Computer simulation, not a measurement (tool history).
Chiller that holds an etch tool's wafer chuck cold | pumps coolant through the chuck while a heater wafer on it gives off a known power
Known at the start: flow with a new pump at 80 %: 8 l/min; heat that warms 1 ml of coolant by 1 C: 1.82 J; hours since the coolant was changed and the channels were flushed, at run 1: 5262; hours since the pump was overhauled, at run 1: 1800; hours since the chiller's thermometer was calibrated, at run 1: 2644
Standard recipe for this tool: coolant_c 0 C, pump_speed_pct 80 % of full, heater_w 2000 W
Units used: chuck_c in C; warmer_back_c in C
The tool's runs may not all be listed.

run     day  coolant_c  pump_speed_pct  heater_w  hours since the coolant was changed and the channels were flushed  hours since the pump was overhauled  hours since the chiller's thermometer was calibrated  chuck_c  warmer_back_c
  1   0.000          0              80      2000                                                               5262                                 1800                                                  2644     15.9           8.26
  2   2.079          0              80      2000                                                               5311                                 1850                                                  2694     15.9           8.18
  3   4.312          0              80      2000                                                               5365                                 1903                                                  2747     16.0           8.24
  4   6.133          0              80      2000                                                               5409                                 1947                                                  2791     15.9           8.34
  5   8.442          0              80      2000                                                               5464                                 2003                                                  2847     16.0           8.31
  6   9.750          0              80      2000                                                               5496                                 2034                                                  2878     16.1           8.32
  7  12.146          0              80      2000                                                               5553                                 2091                                                  2935     16.0           8.31
  8  13.296          0              80      2000                                                               5581                                 2119                                                  2963     15.9           8.25
  9  14.438          0              80      2000                                                               5608                                 2146                                                  2990     15.9           8.23
 10  15.596          0              80      2000                                                               5636                                 2174                                                  3018     16.1           8.36
 11  17.500          0              80      2000                                                               5682                                 2220                                                  3064     16.0           8.30
 12  19.146          0              80      2000                                                               5721                                 2260                                                  3103     16.1           8.36
 13  20.579          0              80      2000                                                               5755                                 2294                                                  3138     16.0           8.32
 14  22.225          0              80      2000                                                               5795                                 2333                                                  3177     16.0           8.35
 15  23.338         -8              79      2000                                                               5822                                 2360                                                  3204      8.2           8.42
 16  25.654          0              79      2722                                                               5877                                 2416                                                  3260     22.0          11.46
 17  27.371          0              85      1837                                                               5918                                 2457                                                  3301     14.0           7.16

What does the tool deliver on the next run?
 18  29.346         -2              85      2809                                                               5966                                 2504                                                  3348        ?              ?

Run 18 yielded chuck_c 19.3 C, warmer_back_c 11.03 C.
With the hidden condition absent and the run-to-run variation left alone, this run would have shown chuck_c 19.2 C, warmer_back_c 10.91 C.
